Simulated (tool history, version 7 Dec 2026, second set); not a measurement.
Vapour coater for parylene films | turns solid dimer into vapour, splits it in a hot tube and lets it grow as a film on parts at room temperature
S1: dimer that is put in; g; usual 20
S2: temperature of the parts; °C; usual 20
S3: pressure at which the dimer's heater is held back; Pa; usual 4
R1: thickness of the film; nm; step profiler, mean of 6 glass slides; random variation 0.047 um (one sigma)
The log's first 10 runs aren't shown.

run   hour  S1  S2     S3    R1
 11  286.4  20  20  11.56  3980
 12  316.7  20  20  11.56  3890
 13  334.4  20  20  11.56  3900
 14  366.2  20  15      4  5380
     390.7  -- trap's valve overhauled
 15  399.4  20  15      4  6080
 16  423.7  20  15      4  5980
 17  458.9  20  15      4  5970
 18    480  20  15      4  6010
 19    508  20  20   5.49  4920
 20  529.3  20  20      4  5170
 21  545.6  20  20      4  5110
 22  569.4  20  20      4  5080
 23  590.2  20  20   7.77  4570
 24    627  12  21      4  2960
 25  652.4  12  21      4  2920
 26  684.5  12  21      4  2870
 27  714.2  12  21      4  2890
 28    744  19  13    2.6  6060
 29  766.2  20  29      4  3720
 30  783.6  17  13   8.18  4540

Run 31 comes next. What will it give?
 31  800.4  11  12  5.21   ?

Run 31 gave R1 3210 nm.
Without the tool's hidden state the same run would have given R1 3520 nm.

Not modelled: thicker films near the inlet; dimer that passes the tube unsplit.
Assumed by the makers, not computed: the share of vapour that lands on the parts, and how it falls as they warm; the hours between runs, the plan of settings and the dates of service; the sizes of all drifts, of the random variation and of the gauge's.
